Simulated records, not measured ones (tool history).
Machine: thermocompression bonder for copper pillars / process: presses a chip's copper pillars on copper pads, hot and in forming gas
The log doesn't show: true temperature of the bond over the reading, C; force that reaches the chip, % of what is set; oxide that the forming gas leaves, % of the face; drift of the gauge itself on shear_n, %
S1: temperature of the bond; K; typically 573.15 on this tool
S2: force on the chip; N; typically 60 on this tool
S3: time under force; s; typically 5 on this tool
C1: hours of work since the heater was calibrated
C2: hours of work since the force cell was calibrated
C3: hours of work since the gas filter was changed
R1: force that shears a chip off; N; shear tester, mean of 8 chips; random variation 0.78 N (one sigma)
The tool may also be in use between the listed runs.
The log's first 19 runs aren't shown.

run	day	S1	S2	S3	C1	C2	C3	R1
20	16.500	573.15	60	5	548	659	57	54.9
21	17.400	573.15	68	10	562	672	70	74.0
22	18.692	602.15	38	5	581	692	90	53.4
23	19.708	602.15	38	5	597	707	105	52.4
24	20.542	602.15	38	5	609	720	118	52.2
25	21.442	573.15	43	8	623	734	132	49.9
26	22.442	580.15	42	13	638	749	147	63.2
27	23.442	600.15	60	5	653	764	162	71.7
28	24.012	573.15	60	4	662	773	171	48.2
29	24.921	598.15	43	4	676	786	184	50.9

What will run 30 give?
30	25.938	573.15	45	12	691	802	200	?

R1: 58.6 N
Without the tool's hidden state the same run would have given R1 65.1 N.

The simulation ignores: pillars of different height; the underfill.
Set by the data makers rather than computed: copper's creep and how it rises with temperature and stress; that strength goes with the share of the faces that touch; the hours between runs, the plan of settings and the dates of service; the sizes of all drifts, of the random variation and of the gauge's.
